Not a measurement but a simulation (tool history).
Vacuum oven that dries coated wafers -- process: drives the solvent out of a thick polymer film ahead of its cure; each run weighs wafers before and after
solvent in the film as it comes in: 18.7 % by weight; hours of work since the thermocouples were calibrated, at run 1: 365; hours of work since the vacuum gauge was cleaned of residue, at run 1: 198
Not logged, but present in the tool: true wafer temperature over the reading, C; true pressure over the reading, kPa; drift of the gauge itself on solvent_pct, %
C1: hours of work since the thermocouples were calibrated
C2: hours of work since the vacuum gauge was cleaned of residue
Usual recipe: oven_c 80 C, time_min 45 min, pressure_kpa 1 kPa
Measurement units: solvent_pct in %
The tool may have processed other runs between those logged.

Run 1, hour 0: usual settings; C1 365; C2 198. Result: solvent_pct 3.41 %.
Run 2, hour 7.2: usual settings; C1 369; C2 203. Result: solvent_pct 3.45 %.
Run 3, hour 17.7: usual settings but time_min 26 min; C1 375; C2 209. Result: solvent_pct 6.31 %.
Run 4, hour 29.4: usual settings but pressure_kpa 0.83 kPa; C1 382; C2 216. Result: solvent_pct 3.32 %.
Run 5, hour 40.1: usual settings but oven_c 89 C, pressure_kpa 0.83 kPa; C1 389; C2 222. Result: solvent_pct 1.32 %.
Run 6, hour 49: usual settings; C1 394; C2 228. Result: solvent_pct 3.36 %.
Run 7, hour 60.7: usual settings; C1 401; C2 235. Result: solvent_pct 3.41 %.
Run 8, hour 70.8: usual settings but oven_c 73 C; C1 407; C2 241. Result: solvent_pct 5.61 %.
Run 9, hour 82.7: usual settings but oven_c 73 C; C1 414; C2 248. Result: solvent_pct 5.66 %.
Run 10, hour 93.1: usual settings but oven_c 73 C; C1 421; C2 254. Result: solvent_pct 5.53 %.
Run 11, hour 102.5: usual settings but oven_c 73 C; C1 426; C2 260. Result: solvent_pct 5.63 %.
Run 12, hour 109.6: usual settings but oven_c 73 C; C1 430; C2 264. Result: solvent_pct 5.62 %.
Run 13, hour 115.5: usual settings but oven_c 84 C; C1 434; C2 267. Result: solvent_pct 2.36 %.
Run 14, hour 120.4: usual settings; C1 437; C2 270. Result: solvent_pct 3.36 %.
Run 15, hour 126.2: usual settings but time_min 80 min; C1 440; C2 274. Result: solvent_pct 1.27 %.
Run 16, hour 132.4: usual settings but time_min 43 min, pressure_kpa 2.69 kPa; C1 444; C2 278. Result: solvent_pct 4.21 %.
Run 17, hour 140.1: usual settings but time_min 43 min, pressure_kpa 1.2 kPa; C1 449; C2 282. Result: solvent_pct 3.62 %.

The next listed run, before its measurement:
Run 18, hour 145.9: usual settings but pressure_kpa 0.76 kPa; C1 452; C2 286. Result: solvent_pct ?.

{"run 18": {"solvent_pct": 3.28}}
On a tool with no hidden condition, and with the same random variation, this run would have come out at solvent_pct 3.37 %.
